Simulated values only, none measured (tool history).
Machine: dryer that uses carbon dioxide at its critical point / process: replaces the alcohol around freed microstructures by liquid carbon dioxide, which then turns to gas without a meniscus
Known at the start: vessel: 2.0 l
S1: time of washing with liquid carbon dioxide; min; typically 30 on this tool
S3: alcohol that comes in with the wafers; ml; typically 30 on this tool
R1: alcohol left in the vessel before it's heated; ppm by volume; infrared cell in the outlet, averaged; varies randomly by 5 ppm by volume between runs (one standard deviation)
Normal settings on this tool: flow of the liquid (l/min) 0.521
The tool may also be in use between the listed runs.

Run 1, hour 0: usual settings. Result: R1 94 ppm by volume.
Run 2, hour 41: usual settings. Result: R1 102 ppm by volume.
Run 3, hour 77.8: usual settings. Result: R1 114 ppm by volume.
Run 4, hour 121: usual settings but S3 26 ml. Result: R1 126 ppm by volume.
Run 5, hour 146.6: usual settings but S3 26 ml. Result: R1 118 ppm by volume.
Run 6, hour 165.6: usual settings but S3 26 ml. Result: R1 140 ppm by volume.
Run 7, hour 199.2: usual settings but S3 26 ml. Result: R1 147 ppm by volume.
Run 8, hour 231: usual settings but S1 46 min. Result: R1 116 ppm by volume.
Run 9, hour 250.5: usual settings but S3 61 ml. Result: R1 217 ppm by volume.
Run 10, hour 292.1: usual settings but S3 64 ml. Result: R1 239 ppm by volume.
Run 11, hour 333.7: usual settings. Result: R1 195 ppm by volume.
Run 12, hour 362.9: usual settings. Result: R1 205 ppm by volume.
Run 13, hour 402.1: usual settings but flow of the liquid (l/min) 0.458. Result: R1 264 ppm by volume.
Run 14, hour 436.1: usual settings but flow of the liquid (l/min) 0.458. Result: R1 263 ppm by volume.
Run 15, hour 468: usual settings but flow of the liquid (l/min) 0.458. Result: R1 281 ppm by volume.
Run 16, hour 494.8: usual settings but S1 45 min, flow of the liquid (l/min) 0.514. Result: R1 188 ppm by volume.
Run 17, hour 521.5: usual settings but S1 36 min, flow of the liquid (l/min) 0.713, S3 21 ml. Result: R1 185 ppm by volume.
At hour 545.3: purifier's bed changed.
Run 18, hour 546.3: usual settings but S1 26 min, flow of the liquid (l/min) 0.475, S3 28 ml. Result: R1 193 ppm by volume.
Run 19, hour 564.1: usual settings but S1 25 min, flow of the liquid (l/min) 0.348, S3 28 ml. Result: R1 649 ppm by volume.
Run 20, hour 590.5: usual settings but S1 37 min, S3 53 ml. Result: R1 47 ppm by volume.
Run 21, hour 610.1: usual settings but S1 37 min, S3 53 ml. Result: R1 57 ppm by volume.
Run 22, hour 628.9: usual settings but flow of the liquid (l/min) 0.392, S3 97 ml. Result: R1 807 ppm by volume.
At hour 636.3: inlet filter changed.
Run 23, hour 666.1: usual settings but flow of the liquid (l/min) 0.392, S3 97 ml. Result: R1 568 ppm by volume.
Run 24, hour 695.1: usual settings but flow of the liquid (l/min) 0.392, S3 97 ml. Result: R1 588 ppm by volume.

Run 25 has not been measured yet. What should we expect?
Run 25, hour 717.3: usual settings but S1 24 min, flow of the liquid (l/min) 0.75, S3 33 ml. Result: R1 ?.

R1: 67 ppm by volume
If the tool had no hidden condition, the same run with the same run-to-run variation would have returned R1 21 ppm by volume.

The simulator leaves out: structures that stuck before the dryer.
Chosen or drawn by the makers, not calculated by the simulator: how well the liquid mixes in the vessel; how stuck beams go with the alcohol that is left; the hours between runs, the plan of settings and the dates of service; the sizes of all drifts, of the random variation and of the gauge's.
